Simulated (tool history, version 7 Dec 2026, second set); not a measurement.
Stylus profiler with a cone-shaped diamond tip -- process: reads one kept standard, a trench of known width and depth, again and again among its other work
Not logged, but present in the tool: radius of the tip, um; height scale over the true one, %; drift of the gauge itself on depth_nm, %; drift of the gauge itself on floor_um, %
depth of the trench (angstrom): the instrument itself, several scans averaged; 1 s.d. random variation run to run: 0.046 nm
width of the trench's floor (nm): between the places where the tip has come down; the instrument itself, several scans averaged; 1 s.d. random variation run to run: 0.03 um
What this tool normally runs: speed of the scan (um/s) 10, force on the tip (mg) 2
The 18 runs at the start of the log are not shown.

run   hour  speed of the scan (um/s)  force on the tip (mg)  scans with this tip  hours of work since the height scale was calibrated  depth of the trench (angstrom)  width of the trench's floor (nm)
 19  206.5                         3                   1.04                 2210                                                  267                            1008                             98550
 20  214.4                        31                   1.44                 2244                                                  271                          1009.7                             98350
 21  231.3                         3                   3.73                 2317                                                  279                          1020.7                             98580
 22  239.6                         3                   2.95                 2353                                                  284                          1018.1                             98560
 23  253.4                         3                   2.95                 2412                                                  291                          1016.6                             98600
 24  263.9                         9                   1.01                 2457                                                  296                          1008.7                             98520
 25  276.1                         9                   1.01                 2510                                                  303                          1007.9                             98480
 26  283.7                         3                   5.58                 2542                                                  307                          1027.2                             98610
 27  291.8                         3                   5.58                 2577                                                  311                          1027.3                             98550

Run 28 has not been measured yet. What should we expect?
 28  304.8                        22                   0.73                 2633                                                  317                               ?                                 ?

{"run 28": {"depth of the trench (angstrom)": 1006.2, "width of the trench's floor (nm)": 98390}}
With no hidden state in the tool, this same run would have given depth of the trench (angstrom) 1008.1, width of the trench's floor (nm) 98570.
